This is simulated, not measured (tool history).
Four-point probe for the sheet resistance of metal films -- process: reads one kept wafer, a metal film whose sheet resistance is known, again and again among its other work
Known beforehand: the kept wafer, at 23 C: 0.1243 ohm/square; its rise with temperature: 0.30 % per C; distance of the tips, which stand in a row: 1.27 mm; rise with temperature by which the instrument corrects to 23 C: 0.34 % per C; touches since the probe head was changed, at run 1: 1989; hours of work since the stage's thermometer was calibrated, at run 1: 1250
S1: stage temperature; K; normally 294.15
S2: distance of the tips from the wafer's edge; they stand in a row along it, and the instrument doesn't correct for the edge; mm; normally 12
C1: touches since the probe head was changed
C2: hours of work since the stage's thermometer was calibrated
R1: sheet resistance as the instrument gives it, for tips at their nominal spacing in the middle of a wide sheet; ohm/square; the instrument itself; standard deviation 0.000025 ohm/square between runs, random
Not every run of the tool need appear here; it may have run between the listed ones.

| run | hour | S1 | S2 | C1 | C2 | R1 |
|---|---|---|---|---|---|---|
| 1 | 0.0 | 294.15 | 12 | 1989 | 1250 | 0.125408 |
| 2 | 21.3 | 294.15 | 12 | 2260 | 1263 | 0.125381 |
|  | 38.3 | stage's thermometer calibrated |
| 3 | 41.8 | 293.15 | 12 | 2515 | 2 | 0.125287 |
| 4 | 55.0 | 302.15 | 12 | 2683 | 10 | 0.124938 |
| 5 | 76.2 | 302.15 | 12 | 2951 | 22 | 0.124939 |
| 6 | 95.1 | 302.15 | 12 | 3192 | 33 | 0.124901 |
| 7 | 112.1 | 294.15 | 18 | 3408 | 43 | 0.124841 |
| 8 | 122.6 | 294.15 | 20 | 3542 | 49 | 0.124821 |
| 9 | 141.6 | 294.15 | 20 | 3783 | 60 | 0.124807 |
| 10 | 159.6 | 294.15 | 20 | 4012 | 70 | 0.124836 |
| 11 | 173.4 | 294.15 | 20 | 4187 | 78 | 0.124857 |
| 12 | 195.0 | 294.15 | 20 | 4462 | 91 | 0.124845 |
| 13 | 205.2 | 294.15 | 20 | 4592 | 97 | 0.124886 |
| 14 | 222.8 | 294.15 | 20 | 4816 | 107 | 0.124797 |
| 15 | 236.4 | 294.15 | 20 | 4989 | 115 | 0.124805 |
| 16 | 250.1 | 294.15 | 20 | 5162 | 123 | 0.124807 |
| 17 | 272.2 | 294.15 | 12 | 5443 | 136 | 0.125322 |
| 18 | 292.4 | 294.15 | 19 | 5700 | 147 | 0.124916 |
| 19 | 304.3 | 294.15 | 12 | 5852 | 154 | 0.125352 |
| 20 | 316.6 | 294.15 | 12 | 6008 | 161 | 0.125290 |
| 21 | 336.1 | 291.15 | 50 | 6256 | 173 | 0.124772 |
| 22 | 354.0 | 296.15 | 5 | 6483 | 183 | 0.128672 |
| 23 | 368.5 | 291.15 | 51 | 6667 | 192 | 0.124801 |
| 24 | 385.1 | 291.15 | 51 | 6879 | 201 | 0.124810 |
| 25 | 401.7 | 291.15 | 51 | 7090 | 211 | 0.124785 |
| 26 | 418.2 | 294.15 | 12 | 7300 | 220 | 0.125372 |
| 27 | 428.6 | 294.15 | 27 | 7432 | 226 | 0.124787 |
| 28 | 438.3 | 299.15 | 53 | 7555 | 232 | 0.124415 |
| 29 | 453.3 | 299.15 | 53 | 7746 | 241 | 0.124385 |
| 30 | 474.7 | 299.15 | 5 | 8018 | 253 | 0.128514 |
| 31 | 493.0 | 299.15 | 5 | 8250 | 264 | 0.128544 |
| 32 | 513.6 | 294.15 | 27 | 8512 | 276 | 0.124761 |
| 33 | 530.6 | 302.15 | 25 | 8729 | 286 | 0.124376 |
| 34 | 549.2 | 298.15 | 4 | 8964 | 296 | 0.130818 |
| 35 | 565.5 | 297.15 | 42 | 9173 | 306 | 0.124533 |
| 36 | 584.3 | 299.15 | 40 | 9412 | 317 | 0.124389 |
| 37 | 606.1 | 299.15 | 40 | 9689 | 329 | 0.124433 |
| 38 | 628.6 | 304.15 | 5 | 9975 | 342 | 0.128307 |
| 39 | 638.6 | 297.15 | 22 | 10101 | 348 | 0.124685 |
| 40 | 659.7 | 293.15 | 61 | 10370 | 360 | 0.124796 |

Each row is a separate what-if for the run after 40, all from the same tool condition, not one after another. Results?
| A | 679.7 | 292.15 | 5 | 10624 | 372 | ? |
| B | 679.7 | 295.15 | 17 | 10624 | 372 | ? |
| C | 679.7 | 298.15 | 40 | 10624 | 372 | ? |

| run | R1 |
|---|---|
| A | 0.128904 |
| B | 0.124956 |
| C | 0.124532 |
Had the tool no hidden state, the same runs would have come out as:
| run | R1 |
|---|---|
| A | 0.128656 |
| B | 0.124715 |
| C | 0.124292 |
